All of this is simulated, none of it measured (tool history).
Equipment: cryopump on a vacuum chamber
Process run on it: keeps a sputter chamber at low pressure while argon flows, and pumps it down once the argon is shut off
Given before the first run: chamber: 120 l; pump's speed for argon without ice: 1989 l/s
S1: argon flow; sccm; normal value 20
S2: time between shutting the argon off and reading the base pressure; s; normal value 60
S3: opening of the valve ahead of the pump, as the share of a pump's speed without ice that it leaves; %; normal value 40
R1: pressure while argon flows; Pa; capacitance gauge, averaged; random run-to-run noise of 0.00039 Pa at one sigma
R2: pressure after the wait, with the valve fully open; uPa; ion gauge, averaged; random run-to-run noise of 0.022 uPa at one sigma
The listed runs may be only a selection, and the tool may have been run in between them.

Run 1, hour 0: usual settings. Result: R1 0.0424 Pa, R2 1.17 uPa.
Run 2, hour 38.7: usual settings. Result: R1 0.0425 Pa, R2 1.16 uPa.
Run 3, hour 59.8: usual settings. Result: R1 0.0422 Pa, R2 1.18 uPa.
Run 4, hour 98.9: usual settings. Result: R1 0.0428 Pa, R2 1.17 uPa.
Run 5, hour 121.9: usual settings. Result: R1 0.0424 Pa, R2 1.21 uPa.
Run 6, hour 152.1: usual settings. Result: R1 0.0433 Pa, R2 1.2 uPa.
Run 7, hour 195.8: usual settings but S3 16 %. Result: R1 0.1081 Pa, R2 1.23 uPa.
Run 8, hour 231.4: usual settings. Result: R1 0.043 Pa, R2 1.24 uPa.
Run 9, hour 272.6: usual settings. Result: R1 0.0431 Pa, R2 1.17 uPa.
Run 10, hour 302.6: usual settings but S3 28 %. Result: R1 0.0616 Pa, R2 1.27 uPa.
Run 11, hour 343.2: usual settings but S3 28 %. Result: R1 0.062 Pa, R2 1.2 uPa.
Run 12, hour 374.7: usual settings. Result: R1 0.0432 Pa, R2 1.25 uPa.
Run 13, hour 419.3: usual settings. Result: R1 0.0435 Pa, R2 1.31 uPa.
Run 14, hour 456.2: usual settings. Result: R1 0.0439 Pa, R2 1.26 uPa.
Run 15, hour 498.6: usual settings. Result: R1 0.0432 Pa, R2 1.28 uPa.
Run 16, hour 531.1: usual settings. Result: R1 0.0436 Pa, R2 1.26 uPa.
Run 17, hour 574.6: usual settings. Result: R1 0.0433 Pa, R2 1.22 uPa.
Run 18, hour 608.2: usual settings but S2 35 s, S3 20 %. Result: R1 0.086 Pa, R2 1.62 uPa.
Run 19, hour 629.4: usual settings but S1 31 sccm, S2 61 s, S3 42 %. Result: R1 0.0645 Pa, R2 1.31 uPa.
Run 20, hour 664.9: usual settings but S1 17 sccm, S3 26 %. Result: R1 0.0563 Pa, R2 1.34 uPa.
Run 21, hour 712.5: usual settings but S2 169 s, S3 52 %. Result: R1 0.0338 Pa, R2 1.02 uPa.
At hour 728.7: leaking fittings of the chamber tightened, without venting.
Run 22, hour 759.7: usual settings but S2 169 s, S3 46 %. Result: R1 0.0378 Pa, R2 0.33 uPa.
Run 23, hour 780.8: usual settings but S1 15 sccm, S2 169 s, S3 46 %. Result: R1 0.0283 Pa, R2 0.34 uPa.
Run 24, hour 824.5: usual settings but S1 11 sccm, S2 34 s, S3 44 %. Result: R1 0.0228 Pa, R2 1.03 uPa.
Run 25, hour 861.7: usual settings but S1 31 sccm, S2 140 s. Result: R1 0.0684 Pa, R2 0.41 uPa.
Run 26, hour 892.2: usual settings but S1 31 sccm, S2 140 s, S3 45 %. Result: R1 0.0607 Pa, R2 0.39 uPa.
Run 27, hour 934.4: usual settings but S1 14 sccm, S2 24 s, S3 21 %. Result: R1 0.0581 Pa, R2 1.45 uPa.
Run 28, hour 977: usual settings but S1 14 sccm, S2 71 s. Result: R1 0.031 Pa, R2 0.61 uPa.
Run 29, hour 1020.7: usual settings but S1 12 sccm, S2 22 s. Result: R1 0.0268 Pa, R2 1.55 uPa.
Run 30, hour 1059.7: usual settings but S1 12 sccm, S2 22 s. Result: R1 0.0262 Pa, R2 1.51 uPa.
Run 31, hour 1080.2: usual settings but S1 16 sccm, S2 38 s. Result: R1 0.035 Pa, R2 0.89 uPa.
Run 32, hour 1106.3: usual settings but S1 24 sccm, S2 276 s, S3 16 %. Result: R1 0.1291 Pa, R2 0.31 uPa.
Run 33, hour 1132: usual settings but S1 24 sccm, S2 276 s, S3 16 %. Result: R1 0.1288 Pa, R2 0.34 uPa.

Measured less the same run without the tool's hidden state. The same run-to-run variation is in both; the gauge's scatter may not be:
Unlogged tool condition in this case: pump's speed, % of a pump's without ice; cold plate's temperature, K; leak into the chamber, uPa l/s; drift of the gauge itself on working_pa, %; drift of the gauge itself on base_upa, %.
run       R1     R2
  1  +0.0001  +0.55
  2  +0.0001  +0.54
  3  +0.0001  +0.56
  4  +0.0003  +0.56
  5  +0.0002  +0.56
  6  +0.0004  +0.56
  7  +0.0004  +0.56
  8  +0.0005  +0.59
  9  +0.0005  +0.58
 10  +0.0005  +0.59
 11  +0.0006  +0.59
 12  +0.0007   +0.6
 13  +0.0007  +0.62
 14  +0.0008  +0.61
 15  +0.0009  +0.61
 16   +0.001  +0.62
 17  +0.0011  +0.62
 18  +0.0011  +0.64
 19  +0.0017  +0.64
 20   +0.001  +0.67
 21  +0.0012  +0.69
 22  +0.0013  +0.01
 23   +0.001  +0.02
 24  +0.0008  +0.02
 25  +0.0023  +0.03
 26  +0.0024  +0.03
 27  +0.0011  +0.04
 28  +0.0012  +0.04
 29  +0.0011  +0.05
 30  +0.0011  +0.06
 31  +0.0015  +0.05
 32  +0.0023  +0.06
 33  +0.0023  +0.06
